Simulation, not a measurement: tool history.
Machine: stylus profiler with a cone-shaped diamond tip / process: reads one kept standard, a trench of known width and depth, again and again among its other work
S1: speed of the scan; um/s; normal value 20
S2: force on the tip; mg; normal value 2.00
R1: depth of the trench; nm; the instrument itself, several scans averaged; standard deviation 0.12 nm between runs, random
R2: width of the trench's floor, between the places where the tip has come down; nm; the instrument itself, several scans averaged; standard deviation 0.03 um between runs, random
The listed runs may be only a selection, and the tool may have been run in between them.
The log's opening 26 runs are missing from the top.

run,hour,S1,S2,R1,R2
27,744.5,20,1.53,505.53,96950
28,780.9,16,3.80,510.26,96960
29,803.1,18,2.19,506.99,96960
30,825.2,28,2.69,508.26,96860
31,843.9,28,2.69,508.28,96920
32,882.4,28,2.69,508.16,96960
33,908.8,6,2.35,507.50,96950
34,945.4,7,2.00,506.43,96950
35,981.7,43,1.30,505.00,96810
# hour 1008.0: height scale calibrated on a step standard
36,1019.6,57,1.67,505.93,96850
37,1039.3,20,2.19,507.13,96960
38,1064.1,20,0.82,503.86,96910
39,1099.6,9,1.55,505.56,97010
40,1130.3,9,4.78,511.78,97010
41,1153.9,9,4.78,511.94,96940
42,1182.9,5,1.00,504.35,96990
43,1211.2,20,0.76,503.49,96860
44,1232.4,20,0.76,503.52,96880
45,1255.3,60,1.09,504.63,96720

Here are 3 independent what-if runs from the current tool condition. What would each one return?
A,1286.4,62,1.67,?,?
B,1286.4,19,1.09,?,?
C,1286.4,45,1.19,?,?

run,R1,R2
A,505.96,96800
B,504.52,96930
C,504.74,96810
With no hidden state in the tool, these same runs would have given:
run,R1,R2
A,505.96,96810
B,504.52,96940
C,504.74,96820
